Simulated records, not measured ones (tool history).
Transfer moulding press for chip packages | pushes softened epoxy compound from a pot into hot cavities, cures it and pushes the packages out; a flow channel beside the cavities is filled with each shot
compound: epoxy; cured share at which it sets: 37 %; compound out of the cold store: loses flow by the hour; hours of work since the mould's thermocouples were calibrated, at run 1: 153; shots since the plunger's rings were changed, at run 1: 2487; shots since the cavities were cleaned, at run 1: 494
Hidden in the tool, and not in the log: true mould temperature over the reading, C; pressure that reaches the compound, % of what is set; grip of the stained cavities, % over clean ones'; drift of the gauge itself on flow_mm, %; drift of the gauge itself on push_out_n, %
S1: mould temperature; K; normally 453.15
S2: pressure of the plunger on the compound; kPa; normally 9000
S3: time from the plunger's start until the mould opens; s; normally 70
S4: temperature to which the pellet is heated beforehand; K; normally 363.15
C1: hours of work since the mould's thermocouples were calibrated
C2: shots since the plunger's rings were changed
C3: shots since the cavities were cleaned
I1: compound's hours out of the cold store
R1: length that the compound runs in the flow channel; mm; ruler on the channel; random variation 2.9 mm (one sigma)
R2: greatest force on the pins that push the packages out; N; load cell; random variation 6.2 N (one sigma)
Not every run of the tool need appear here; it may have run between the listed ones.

| run | hour | S1 | S2 | S3 | S4 | C1 | C2 | C3 | I1 | R1 | R2 |
|---|---|---|---|---|---|---|---|---|---|---|---|
| 1 | 0.0 | 453.15 | 9000 | 70 | 363.15 | 153 | 2487 | 494 | 20.1 | 563 | 253 |
|  | 5.6 | cavities cleaned with cleaning compound and waxed |
| 2 | 12.6 | 453.15 | 9000 | 70 | 363.15 | 162 | 2701 | 134 | 12.5 | 576 | 260 |
|  | 23.3 | plunger's sealing rings changed |
| 3 | 25.3 | 453.15 | 9000 | 70 | 363.15 | 169 | 38 | 330 | 42.7 | 522 | 235 |
|  | 40.1 | cavities cleaned with cleaning compound and waxed |
| 4 | 45.4 | 453.15 | 9000 | 70 | 363.15 | 183 | 396 | 101 | 20.0 | 560 | 253 |
| 5 | 54.8 | 453.15 | 9000 | 70 | 373.15 | 190 | 577 | 282 | 39.3 | 528 | 243 |
|  | 72.0 | cavities cleaned with cleaning compound and waxed |
| 6 | 74.9 | 449.15 | 9000 | 70 | 373.15 | 204 | 934 | 56 | 14.1 | 587 | 352 |
| 7 | 83.8 | 449.15 | 9000 | 98 | 373.15 | 211 | 1105 | 227 | 30.1 | 557 | 177 |
| 8 | 100.7 | 453.15 | 9000 | 70 | 363.15 | 224 | 1431 | 553 | 18.3 | 566 | 266 |
|  | 104.0 | cavities cleaned with cleaning compound and waxed |
| 9 | 110.0 | 450.15 | 9000 | 70 | 363.15 | 230 | 1580 | 116 | 11.5 | 586 | 339 |
| 10 | 127.5 | 450.15 | 9000 | 70 | 363.15 | 243 | 1917 | 453 | 13.5 | 579 | 313 |
|  | 136.2 | cavities cleaned with cleaning compound and waxed |
| 11 | 142.9 | 450.15 | 9000 | 70 | 363.15 | 253 | 2185 | 129 | 28.4 | 554 | 326 |
| 12 | 159.0 | 453.15 | 9000 | 70 | 372.15 | 266 | 2495 | 439 | 23.9 | 553 | 239 |
|  | 167.6 | cavities cleaned with cleaning compound and waxed |
| 13 | 172.6 | 453.15 | 9000 | 70 | 363.15 | 275 | 2728 | 96 | 33.4 | 540 | 251 |
|  | 181.6 | plunger's sealing rings changed |
| 14 | 185.8 | 453.15 | 9000 | 70 | 363.15 | 283 | 81 | 301 | 28.1 | 547 | 252 |
|  | 202.3 | cavities cleaned with cleaning compound and waxed |
| 15 | 202.3 | 453.15 | 9000 | 70 | 363.15 | 294 | 370 | 0 | 22.6 | 558 | 258 |
| 16 | 218.4 | 453.15 | 9000 | 70 | 363.15 | 306 | 680 | 310 | 24.4 | 553 | 254 |
| 17 | 229.2 | 454.15 | 10300 | 100 | 363.15 | 314 | 888 | 518 | 23.0 | 593 | 161 |
|  | 234.7 | cavities cleaned with cleaning compound and waxed |
| 18 | 247.0 | 446.15 | 9030 | 73 | 371.15 | 327 | 1200 | 237 | 27.4 | 569 | 390 |
| 19 | 255.0 | 446.15 | 9030 | 73 | 371.15 | 333 | 1354 | 391 | 23.1 | 581 | 373 |
|  | 266.4 | cavities cleaned with cleaning compound and waxed |
| 20 | 275.2 | 452.15 | 7430 | 101 | 369.15 | 347 | 1714 | 169 | 33.6 | 489 | 158 |
| 21 | 289.1 | 461.15 | 7060 | 93 | 369.15 | 357 | 1982 | 437 | 16.0 | 482 | 150 |
|  | 297.7 | cavities cleaned with cleaning compound and waxed |
| 22 | 302.0 | 459.15 | 9160 | 94 | 360.15 | 366 | 2201 | 84 | 39.0 | 513 | 147 |
| 23 | 318.7 | 453.15 | 9000 | 91 | 360.15 | 378 | 2521 | 404 | 41.4 | 527 | 160 |
|  | 328.8 | cavities cleaned with cleaning compound and waxed |
| 24 | 332.4 | 455.15 | 10790 | 82 | 364.15 | 388 | 2756 | 68 | 13.7 | 620 | 172 |

The next listed run, before its measurement:
|  | 339.8 | plunger's sealing rings changed |
| 25 | 345.7 | 453.15 | 10680 | 70 | 369.15 | 396 | 115 | 278 | 47.5 | ? | ? |

{"run 25": {"R1": 556, "R2": 231}}
Had the tool carried no hidden state, the very same run would have given R1 556 mm, R2 229 N.

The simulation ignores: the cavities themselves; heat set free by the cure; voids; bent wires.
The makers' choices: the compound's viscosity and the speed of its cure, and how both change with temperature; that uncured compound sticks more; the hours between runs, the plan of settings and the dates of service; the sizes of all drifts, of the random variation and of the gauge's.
